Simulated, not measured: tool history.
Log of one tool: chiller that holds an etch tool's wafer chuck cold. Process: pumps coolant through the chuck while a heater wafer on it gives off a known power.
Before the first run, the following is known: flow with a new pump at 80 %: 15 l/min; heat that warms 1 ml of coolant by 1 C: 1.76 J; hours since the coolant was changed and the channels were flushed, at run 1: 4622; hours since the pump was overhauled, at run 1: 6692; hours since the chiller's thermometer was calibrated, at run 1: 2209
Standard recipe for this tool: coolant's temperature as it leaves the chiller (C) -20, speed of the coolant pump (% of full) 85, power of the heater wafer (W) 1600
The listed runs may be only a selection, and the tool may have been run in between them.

run	hour	coolant's temperature as it leaves the chiller (C)	speed of the coolant pump (% of full)	power of the heater wafer (W)	hours since the coolant was changed and the channels were flushed	hours since the pump was overhauled	hours since the chiller's thermometer was calibrated	chuck's temperature once it has settled (C)	how much warmer the coolant comes back (C)
1	0.0	-20	85	1600	4622	6692	2209	-2.9	3.42
2	164.2	-19	85	1600	4786	6856	2373	-2.0	3.50
# hour 292.2: coolant changed, channels flushed
3	304.6	-19	85	1600	12	6990	2507	-1.7	3.48
4	426.3	-20	65	1600	134	7112	2629	0.9	4.53
5	555.6	-20	65	1600	263	7241	2758	0.9	4.64
6	691.0	-20	61	1600	399	7377	2894	2.0	4.94
# hour 735.2: chiller's thermometer calibrated
7	848.8	-20	61	1600	556	7533	114	2.1	4.90
8	1003.4	-25	66	1308	710	7688	268	-8.1	3.77
9	1180.2	-25	66	1308	887	7865	445	-8.0	3.77
# hour 1322.1: coolant pump overhauled
10	1323.2	-20	64	803	1025	1	583	-9.3	2.45
11	1399.8	-18	91	803	1102	78	660	-9.9	1.83
12	1569.2	-19	68	1861	1271	247	829	4.7	5.20

Branching from run 12: 4 alternative next runs. What would each branch give?
# hour 1632.3: gauge calibrated
A	1703.0	-21	68	1861	1405	381	963	?	?
# hour 1632.3: gauge calibrated
B	1703.0	-19	79	1229	1405	381	963	?	?
# hour 1632.3: gauge calibrated
C	1703.0	-19	63	1861	1405	381	963	?	?
# hour 1632.3: gauge calibrated
D	1703.0	-25	85	1260	1405	381	963	?	?

run	chuck's temperature once it has settled (C)	how much warmer the coolant comes back (C)
A	2.9	4.97
B	-5.1	2.86
C	6.1	5.42
D	-11.3	2.69
Had the tool no hidden state, the same runs would have come out as:
run	chuck's temperature once it has settled (C)	how much warmer the coolant comes back (C)
A	2.9	4.96
B	-5.1	2.85
C	6.1	5.41
D	-11.3	2.68
